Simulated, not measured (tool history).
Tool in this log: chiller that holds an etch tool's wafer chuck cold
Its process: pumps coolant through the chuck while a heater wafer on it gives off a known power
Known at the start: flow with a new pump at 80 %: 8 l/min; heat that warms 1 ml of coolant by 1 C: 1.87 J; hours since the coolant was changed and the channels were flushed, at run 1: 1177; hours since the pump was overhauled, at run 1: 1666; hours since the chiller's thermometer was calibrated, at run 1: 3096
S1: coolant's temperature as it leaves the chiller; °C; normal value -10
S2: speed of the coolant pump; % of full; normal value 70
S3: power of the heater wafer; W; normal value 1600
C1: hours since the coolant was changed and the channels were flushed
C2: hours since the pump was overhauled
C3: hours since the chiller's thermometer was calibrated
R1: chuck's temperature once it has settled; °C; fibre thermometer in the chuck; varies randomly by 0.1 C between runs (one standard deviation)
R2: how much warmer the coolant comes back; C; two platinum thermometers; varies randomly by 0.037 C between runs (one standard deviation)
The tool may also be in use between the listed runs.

run,hour,S1,S2,S3,C1,C2,C3,R1,R2
1,0.0,-10,70,1600,1177,1666,3096,4.6,7.84
2,59.5,-10,70,1600,1237,1726,3156,4.9,7.87
3,115.7,-10,70,1600,1293,1782,3212,5.0,7.83
4,163.1,-1,70,1600,1340,1829,3259,14.0,7.89
5,213.9,-4,70,1600,1391,1880,3310,11.0,7.83
6,245.9,-4,70,1600,1423,1912,3342,11.0,7.80
7,299.0,-4,70,1600,1476,1965,3395,10.9,7.90
8,338.2,-4,70,1600,1516,2004,3434,11.2,7.92
9,391.4,-10,70,1600,1569,2057,3488,5.3,7.96
10,442.9,-10,70,1779,1620,2109,3539,6.8,8.80
11,469.7,-10,70,1779,1647,2136,3566,6.8,8.85
12,523.5,-10,70,1088,1701,2190,3620,0.5,5.35
13,559.1,-10,70,1088,1736,2225,3655,0.4,5.43
14,606.2,-10,70,1088,1784,2272,3702,0.4,5.45
# hour 616.8: coolant pump overhauled
15,667.7,-10,70,1088,1840,51,3759,0.8,5.55
16,706.7,-10,76,1116,1879,90,3798,0.4,5.26
17,760.9,-10,76,1116,1933,144,3852,0.5,5.19
18,785.1,-13,76,844,1957,168,3876,-5.1,3.93
19,819.8,-12,70,1410,1992,203,3911,1.9,7.20
20,859.6,-10,81,1757,2032,243,3951,5.2,7.57
21,904.0,-15,81,1757,2076,287,3995,0.5,7.68
# hour 964.1: coolant pump overhauled, once more
22,966.4,-15,81,1757,2134,2,4053,-0.5,7.08
23,994.9,-10,62,1185,2162,31,4081,2.4,6.43
24,1032.8,-11,92,1600,2200,69,4119,0.8,5.60
25,1069.1,-11,62,801,2236,105,4155,-2.5,4.31
26,1121.9,-2,62,1600,2289,158,4208,14.6,8.68

Forecast run 27:
27,1165.6,-2,62,1600,2333,202,4252,?,?

{"run 27": {"R1": 14.3, "R2": 8.65}}
With the hidden condition absent and the run-to-run variation left alone, this run would have shown R1 13.1 °C, R2 8.56 C.
